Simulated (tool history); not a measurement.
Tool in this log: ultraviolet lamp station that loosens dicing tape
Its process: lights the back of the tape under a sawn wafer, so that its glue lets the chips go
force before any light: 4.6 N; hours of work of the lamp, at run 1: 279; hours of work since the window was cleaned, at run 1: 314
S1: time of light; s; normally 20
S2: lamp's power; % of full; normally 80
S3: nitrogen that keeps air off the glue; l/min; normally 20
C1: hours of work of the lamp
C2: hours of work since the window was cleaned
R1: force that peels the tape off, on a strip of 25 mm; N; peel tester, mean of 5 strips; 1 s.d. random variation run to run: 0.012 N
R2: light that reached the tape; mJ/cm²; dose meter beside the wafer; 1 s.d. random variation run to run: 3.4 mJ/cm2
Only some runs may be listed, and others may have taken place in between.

run   hour  S1  S2  S3   C1   C2     R1   R2
  1    0.0  20  80  20  279  314  0.770  450
  2    9.6  20  80  20  285  320  0.755  451
  3   26.9  20  80  20  296  332  0.755  443
      29.2  -- window cleaned of glue's vapour
  4   43.9  20  80  20  307   10  0.894  391
  5   58.4  20  80  20  317   19  0.923  386
      62.9  -- window cleaned of glue's vapour, once more
  6   74.1  11  80   9  327    7  1.932  281
  7   92.7  34  70  22  339   19  0.262  747
  8  106.8  13  61  10  348   29  2.004  247
  9  117.1  13  72  10  355   35  1.825  290

Run 10 is up next; what results do you expect?
 10  132.4  13  72  10  365  45   ?   ?

{"run 10": {"R1": 1.734, "R2": 293}}
Had the tool carried no hidden state, the very same run would have given R1 1.593 N, R2 319 mJ/cm².
